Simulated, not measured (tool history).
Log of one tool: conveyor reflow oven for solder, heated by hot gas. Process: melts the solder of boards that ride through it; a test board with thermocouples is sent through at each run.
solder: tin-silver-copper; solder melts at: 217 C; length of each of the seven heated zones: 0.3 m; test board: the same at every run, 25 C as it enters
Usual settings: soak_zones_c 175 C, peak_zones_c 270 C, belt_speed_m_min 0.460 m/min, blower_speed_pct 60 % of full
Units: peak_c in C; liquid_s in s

run,hour,soak_zones_c,peak_zones_c,belt_speed_m_min,blower_speed_pct,peak_c,liquid_s
1,0.0,175,270,0.460,60,254.0,58.5
2,29.7,175,270,0.460,60,252.8,58.7
3,90.5,175,270,0.460,60,253.3,58.5
# hour 162.2: flux residue cleaned out of gas plates and filters
4,162.2,175,270,0.460,60,253.7,59.9
5,195.1,175,271,0.460,60,253.9,60.1
6,239.1,175,271,0.460,60,253.7,60.6
7,270.4,175,271,0.460,60,253.5,59.7
8,322.8,185,266,0.432,58,252.3,67.6
9,374.1,171,268,0.460,60,250.0,55.6
10,434.7,189,270,0.476,60,254.8,63.1
11,492.8,189,274,0.476,54,256.3,64.6
12,557.4,175,270,0.424,60,255.1,66.5
# hour 586.3: flux residue cleaned out of gas plates and filters
13,596.1,175,270,0.405,56,255.6,70.1

4 ways to go on from here, each from the tool as it stands after run 13. What would each give?
A,646.9,168,266,0.405,50,?,?
B,646.9,186,270,0.405,56,?,?
C,646.9,175,270,0.433,56,?,?
D,646.9,175,267,0.509,60,?,?

run,peak_c,liquid_s
A,249.3,61.6
B,257.5,76.1
C,253.5,62.9
D,246.4,48.6
Without the tool's hidden state the same runs would have given:
run,peak_c,liquid_s
A,249.2,61.4
B,257.4,76.0
C,253.4,62.8
D,246.4,48.5
